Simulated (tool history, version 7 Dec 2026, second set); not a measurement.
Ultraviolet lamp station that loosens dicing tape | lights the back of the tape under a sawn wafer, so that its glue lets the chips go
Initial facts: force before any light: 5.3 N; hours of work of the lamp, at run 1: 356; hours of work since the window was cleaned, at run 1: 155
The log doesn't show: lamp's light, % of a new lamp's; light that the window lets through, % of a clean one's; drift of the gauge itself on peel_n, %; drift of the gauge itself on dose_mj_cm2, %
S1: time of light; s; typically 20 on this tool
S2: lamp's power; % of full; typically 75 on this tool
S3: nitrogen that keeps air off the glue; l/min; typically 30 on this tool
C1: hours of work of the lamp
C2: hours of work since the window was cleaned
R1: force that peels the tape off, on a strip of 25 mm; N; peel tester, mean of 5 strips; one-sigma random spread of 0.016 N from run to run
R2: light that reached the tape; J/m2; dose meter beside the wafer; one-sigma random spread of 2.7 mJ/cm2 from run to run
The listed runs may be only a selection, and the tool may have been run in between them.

run   hour  S1  S2  S3   C1   C2     R1    R2
  1      0  20  75  30  356  155  0.769  3600
  2   11.3  20  75  30  363  162  0.761  3550
  3   19.7  20  75  30  369  168  0.741  3590
  4   29.9  20  75  30  375  174  0.772  3560
  5   39.6  20  75  30  382  181  0.751  3570
  6   49.6  20  75  30  388  187  0.774  3500
  7   56.7  20  75  30  393  192  0.785  3550
  8     66  11  75  30  399  198   1.76  1940
  9   73.2  11  75  30  403  202  1.806  1970
 10   80.4  20  75  30  408  207  0.776  3570
 11   86.6  20  75  30  412  211  0.802  3540
 12   92.7  20  75  30  416  215  0.756  3550
 13  106.5  20  75  30  425  224  0.775  3580
 14  117.4  20  75  30  432  231  0.757  3460
 15  123.4  20  75  30  436  235  0.777  3550
 16    135  20  75  30  444  243   0.77  3580
 17  142.5  20  75  30  448  247  0.788  3570
 18  152.4  15  75  30  455  254  1.241  2640
 19  166.5  15  75  30  464  263   1.22  2680
 20  179.1  35  75  30  472  271  0.284  6240
     181.5  -- window cleaned of glue's vapour
 21    189  35  75  30  478    5  0.265  6180
 22  203.6  18  81  50  488   14  0.714  3480

Expected results for the next run?
 23  210.5  20  61  51  492  19   ?   ?

{"run 23": {"R1": 0.914, "R2": 2930}}
If the tool had no hidden condition, the same run with the same run-to-run variation would have returned R1 0.913 N, R2 2940 J/m2.
